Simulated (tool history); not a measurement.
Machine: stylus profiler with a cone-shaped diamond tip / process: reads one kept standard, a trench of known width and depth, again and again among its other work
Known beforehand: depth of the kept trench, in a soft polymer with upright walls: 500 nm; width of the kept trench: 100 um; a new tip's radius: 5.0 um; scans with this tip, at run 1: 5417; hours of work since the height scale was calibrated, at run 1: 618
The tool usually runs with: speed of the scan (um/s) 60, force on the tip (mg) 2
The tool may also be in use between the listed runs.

run,hour,speed of the scan (um/s),force on the tip (mg),scans with this tip,hours of work since the height scale was calibrated,depth of the trench (Å),width of the trench's floor (um)
1,0,60,2,5417,618,5058.9,95.28
2,17,60,2,5519,630,5059.2,95.28
3,35.8,60,2,5631,643,5057.4,95.25
4,73.1,60,2,5855,668,5059.3,95.27
5,94.5,60,2,5983,683,5058.1,95.31
6,124.8,60,2,6164,703,5059,95.23
7,161.8,60,2,6386,729,5056.3,95.24
8,189.8,61,2,6553,748,5059.4,95.3
9,212.6,82,0.76,6690,763,5029.7,94.84
10,239.9,76,1.13,6854,782,5040.8,95.01
11,277.1,58,0.81,7076,807,5032.9,95.07
12,311.6,60,4.24,7283,831,5093.7,95.37
13,334.3,25,3.25,7419,847,5081,95.51
14,369.9,101,1.4,7631,871,5046.9,94.92

5 options for the next run, each taken on its own from the tool as it stands now. Forecast them:
A,389.7,72,2,7750,884,?,?
B,389.7,227,3.41,7750,884,?,?
C,389.7,238,2.23,7750,884,?,?
D,389.7,17,5.63,7750,884,?,?
E,389.7,21,1.4,7750,884,?,?

run,depth of the trench (Å),width of the trench's floor (um)
A,5056.8,95.18
B,5083.9,94.59
C,5061.4,94.24
D,5119.9,95.56
E,5045.2,95.5
Take away the tool's hidden state, keep each run's random variation, and the runs would have read:
run,depth of the trench (Å),width of the trench's floor (um)
A,5056.7,95.19
B,5083.7,94.59
C,5061.3,94.25
D,5119.8,95.57
E,5045.1,95.5
